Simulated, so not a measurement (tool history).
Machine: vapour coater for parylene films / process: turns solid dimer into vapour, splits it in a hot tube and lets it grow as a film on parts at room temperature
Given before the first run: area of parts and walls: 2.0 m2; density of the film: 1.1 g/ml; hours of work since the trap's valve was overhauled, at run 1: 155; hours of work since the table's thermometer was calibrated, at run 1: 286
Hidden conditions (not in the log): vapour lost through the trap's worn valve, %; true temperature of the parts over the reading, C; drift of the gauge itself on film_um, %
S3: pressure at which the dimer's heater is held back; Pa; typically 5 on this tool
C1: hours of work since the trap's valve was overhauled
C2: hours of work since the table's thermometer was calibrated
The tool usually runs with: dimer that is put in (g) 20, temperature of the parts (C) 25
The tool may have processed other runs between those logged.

Run 1, day 0: usual settings; C1 155; C2 286. Result: thickness of the film (µm) 5.02.
Run 2, day 1.05: usual settings; C1 176; C2 307. Result: thickness of the film (µm) 5.08.
Run 3, day 2.792: usual settings; C1 211; C2 342. Result: thickness of the film (µm) 4.92.
Run 4, day 3.867: usual settings but dimer that is put in (g) 17; C1 232; C2 363. Result: thickness of the film (µm) 4.13.
Run 5, day 5.221: usual settings; C1 259; C2 390. Result: thickness of the film (µm) 4.77.
Run 6, day 6.867: usual settings; C1 292; C2 423. Result: thickness of the film (µm) 4.79.
Run 7, day 8.05: usual settings; C1 315; C2 446. Result: thickness of the film (µm) 4.82.
Run 8, day 8.967: usual settings; C1 334; C2 465. Result: thickness of the film (µm) 4.63.
Run 9, day 9.971: usual settings; C1 354; C2 485. Result: thickness of the film (µm) 4.67.
Run 10, day 11.767: usual settings but temperature of the parts (C) 23; C1 389; C2 520. Result: thickness of the film (µm) 4.75.
Run 11, day 12.867: usual settings but dimer that is put in (g) 9; C1 411; C2 542. Result: thickness of the film (µm) 2.01.
At day 14.25: trap's valve overhauled.
Run 12, day 14.725: usual settings but dimer that is put in (g) 9; C1 9; C2 576. Result: thickness of the film (µm) 2.36.
Run 13, day 15.817: usual settings but dimer that is put in (g) 34; C1 31; C2 598. Result: thickness of the film (µm) 8.77.
Run 14, day 16.95: usual settings but dimer that is put in (g) 34; C1 54; C2 620. Result: thickness of the film (µm) 8.71.
Run 15, day 18.833: usual settings but dimer that is put in (g) 34, S3 4.43 Pa; C1 91; C2 658. Result: thickness of the film (µm) 8.68.
Run 16, day 19.929: usual settings but dimer that is put in (g) 35, S3 8.81 Pa; C1 113; C2 679. Result: thickness of the film (µm) 8.25.
At day 20.067: table's thermometer calibrated.
Run 17, day 21.729: usual settings but dimer that is put in (g) 35, S3 8.81 Pa; C1 148; C2 33. Result: thickness of the film (µm) 8.34.

Run 18 is up next; what results do you expect?
At day 22.992: table's thermometer calibrated, once more.
Run 18, day 23.717: usual settings but temperature of the parts (C) 18, S3 5.78 Pa; C1 187; C2 14. Result: thickness of the film (µm) ?.

thickness of the film (µm): 5.57
On a tool with no hidden condition, and with the same random variation, this run would have come out at thickness of the film (µm) 5.96.

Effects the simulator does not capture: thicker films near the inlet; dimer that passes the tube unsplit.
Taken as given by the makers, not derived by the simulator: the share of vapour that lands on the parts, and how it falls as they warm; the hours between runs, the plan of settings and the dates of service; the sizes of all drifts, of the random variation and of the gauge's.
